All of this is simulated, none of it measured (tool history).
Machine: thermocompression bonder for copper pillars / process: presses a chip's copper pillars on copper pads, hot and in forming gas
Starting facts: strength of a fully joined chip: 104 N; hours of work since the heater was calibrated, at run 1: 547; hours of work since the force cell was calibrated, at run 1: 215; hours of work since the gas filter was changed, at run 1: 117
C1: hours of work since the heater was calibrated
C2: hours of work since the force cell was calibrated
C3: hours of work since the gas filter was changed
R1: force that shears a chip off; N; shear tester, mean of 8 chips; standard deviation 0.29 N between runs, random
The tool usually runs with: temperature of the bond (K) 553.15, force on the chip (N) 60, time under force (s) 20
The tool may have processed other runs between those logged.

run 1 hour=0 | temperature_of_the_bond_(K)=553.15 force_on_the_chip_(N)=60 time_under_force_(s)=20 | C1=547 C2=215 C3=117 | R1=72
run 2 hour=18.1 | temperature_of_the_bond_(K)=553.15 force_on_the_chip_(N)=60 time_under_force_(s)=20 | C1=559 C2=226 C3=128 | R1=72.4
run 3 hour=44.2 | temperature_of_the_bond_(K)=553.15 force_on_the_chip_(N)=60 time_under_force_(s)=20 | C1=576 C2=243 C3=145 | R1=71.9
run 4 hour=61.2 | temperature_of_the_bond_(K)=553.15 force_on_the_chip_(N)=60 time_under_force_(s)=20 | C1=587 C2=254 C3=156 | R1=72
-- hour=63.5 forming gas filter changed
run 5 hour=87.3 | temperature_of_the_bond_(K)=553.15 force_on_the_chip_(N)=60 time_under_force_(s)=20 | C1=604 C2=271 C3=15 | R1=71.9
run 6 hour=104.8 | temperature_of_the_bond_(K)=553.15 force_on_the_chip_(N)=60 time_under_force_(s)=20 | C1=615 C2=282 C3=27 | R1=71.9
run 7 hour=126.9 | temperature_of_the_bond_(K)=553.15 force_on_the_chip_(N)=60 time_under_force_(s)=20 | C1=629 C2=297 C3=41 | R1=71.8
run 8 hour=140.5 | temperature_of_the_bond_(K)=553.15 force_on_the_chip_(N)=60 time_under_force_(s)=11 | C1=638 C2=306 C3=50 | R1=60.6
run 9 hour=158.3 | temperature_of_the_bond_(K)=553.15 force_on_the_chip_(N)=60 time_under_force_(s)=11 | C1=650 C2=317 C3=62 | R1=60.7
run 10 hour=176 | temperature_of_the_bond_(K)=553.15 force_on_the_chip_(N)=60 time_under_force_(s)=11 | C1=661 C2=329 C3=73 | R1=60.4
run 11 hour=191 | temperature_of_the_bond_(K)=553.15 force_on_the_chip_(N)=60 time_under_force_(s)=11 | C1=671 C2=338 C3=83 | R1=60.4
run 12 hour=208.9 | temperature_of_the_bond_(K)=553.15 force_on_the_chip_(N)=60 time_under_force_(s)=11 | C1=682 C2=350 C3=94 | R1=60.5
run 13 hour=224.5 | temperature_of_the_bond_(K)=548.15 force_on_the_chip_(N)=60 time_under_force_(s)=11 | C1=693 C2=360 C3=104 | R1=57
run 14 hour=244.2 | temperature_of_the_bond_(K)=548.15 force_on_the_chip_(N)=60 time_under_force_(s)=11 | C1=705 C2=373 C3=117 | R1=56.6
run 15 hour=267.8 | temperature_of_the_bond_(K)=553.15 force_on_the_chip_(N)=60 time_under_force_(s)=20 | C1=721 C2=388 C3=133 | R1=71.7
run 16 hour=287.8 | temperature_of_the_bond_(K)=553.15 force_on_the_chip_(N)=60 time_under_force_(s)=20 | C1=734 C2=401 C3=145 | R1=71.5
-- hour=306.1 forming gas filter changed
run 17 hour=314.9 | temperature_of_the_bond_(K)=553.15 force_on_the_chip_(N)=78 time_under_force_(s)=20 | C1=751 C2=418 C3=6 | R1=84
run 18 hour=327.4 | temperature_of_the_bond_(K)=553.15 force_on_the_chip_(N)=78 time_under_force_(s)=20 | C1=759 C2=426 C3=14 | R1=84
run 19 hour=339.1 | temperature_of_the_bond_(K)=553.15 force_on_the_chip_(N)=78 time_under_force_(s)=20 | C1=767 C2=434 C3=21 | R1=83.8
run 20 hour=365.2 | temperature_of_the_bond_(K)=552.15 force_on_the_chip_(N)=60 time_under_force_(s)=20 | C1=784 C2=451 C3=38 | R1=71.1
run 21 hour=382.3 | temperature_of_the_bond_(K)=552.15 force_on_the_chip_(N)=37 time_under_force_(s)=10 | C1=795 C2=462 C3=49 | R1=37.4
run 22 hour=409.4 | temperature_of_the_bond_(K)=551.15 force_on_the_chip_(N)=77 time_under_force_(s)=14 | C1=812 C2=480 C3=67 | R1=75.7
run 23 hour=425.5 | temperature_of_the_bond_(K)=529.15 force_on_the_chip_(N)=75 time_under_force_(s)=12 | C1=823 C2=490 C3=77 | R1=55.3
run 24 hour=443.2 | temperature_of_the_bond_(K)=529.15 force_on_the_chip_(N)=46 time_under_force_(s)=12 | C1=834 C2=501 C3=89 | R1=34.7
run 25 hour=463.4 | temperature_of_the_bond_(K)=529.15 force_on_the_chip_(N)=46 time_under_force_(s)=40 | C1=847 C2=515 C3=102 | R1=54.6
run 26 hour=488.3 | temperature_of_the_bond_(K)=529.15 force_on_the_chip_(N)=46 time_under_force_(s)=40 | C1=863 C2=531 C3=118 | R1=54.2
run 27 hour=507.3 | temperature_of_the_bond_(K)=529.15 force_on_the_chip_(N)=46 time_under_force_(s)=40 | C1=876 C2=543 C3=130 | R1=54.8
run 28 hour=527.6 | temperature_of_the_bond_(K)=529.15 force_on_the_chip_(N)=46 time_under_force_(s)=40 | C1=889 C2=556 C3=144 | R1=54.6
run 29 hour=543.5 | temperature_of_the_bond_(K)=569.15 force_on_the_chip_(N)=46 time_under_force_(s)=40 | C1=899 C2=567 C3=154 | R1=82.6
-- hour=548.5 forming gas filter changed
run 30 hour=569.4 | temperature_of_the_bond_(K)=554.15 force_on_the_chip_(N)=56 time_under_force_(s)=20 | C1=916 C2=583 C3=14 | R1=69.5
run 31 hour=596.7 | temperature_of_the_bond_(K)=554.15 force_on_the_chip_(N)=56 time_under_force_(s)=20 | C1=933 C2=601 C3=31 | R1=69.6
run 32 hour=614.9 | temperature_of_the_bond_(K)=554.15 force_on_the_chip_(N)=46 time_under_force_(s)=51 | C1=945 C2=613 C3=43 | R1=77.6
run 33 hour=641.8 | temperature_of_the_bond_(K)=554.15 force_on_the_chip_(N)=46 time_under_force_(s)=51 | C1=963 C2=630 C3=61 | R1=77.1
run 34 hour=662.6 | temperature_of_the_bond_(K)=554.15 force_on_the_chip_(N)=46 time_under_force_(s)=51 | C1=976 C2=643 C3=74 | R1=77
run 35 hour=676 | temperature_of_the_bond_(K)=554.15 force_on_the_chip_(N)=73 time_under_force_(s)=51 | C1=985 C2=652 C3=83 | R1=94.8
run 36 hour=689.4 | temperature_of_the_bond_(K)=525.15 force_on_the_chip_(N)=57 time_under_force_(s)=59 | C1=993 C2=661 C3=91 | R1=68.9
run 37 hour=713.3 | temperature_of_the_bond_(K)=575.15 force_on_the_chip_(N)=60 time_under_force_(s)=11 | C1=1009 C2=676 C3=107 | R1=76
run 38 hour=733.5 | temperature_of_the_bond_(K)=538.15 force_on_the_chip_(N)=60 time_under_force_(s)=28 | C1=1022 C2=689 C3=120 | R1=67.3
run 39 hour=748.1 | temperature_of_the_bond_(K)=545.15 force_on_the_chip_(N)=84 time_under_force_(s)=36 | C1=1032 C2=699 C3=129 | R1=90.8

What differs in the tool's unlogged condition from the final listed run ahead of each entry between runs to the first listed run following it?
Run 4 -> run 5: forming gas filter changed (hour 63.5)
  oxide that the forming gas leaves, % of the face: 0.58 -> 0.51
Run 16 -> run 17: forming gas filter changed (hour 306.1)
  oxide that the forming gas leaves, % of the face: 0.58 -> 0.5
Run 29 -> run 30: forming gas filter changed (hour 548.5)
  oxide that the forming gas leaves, % of the face: 0.58 -> 0.51
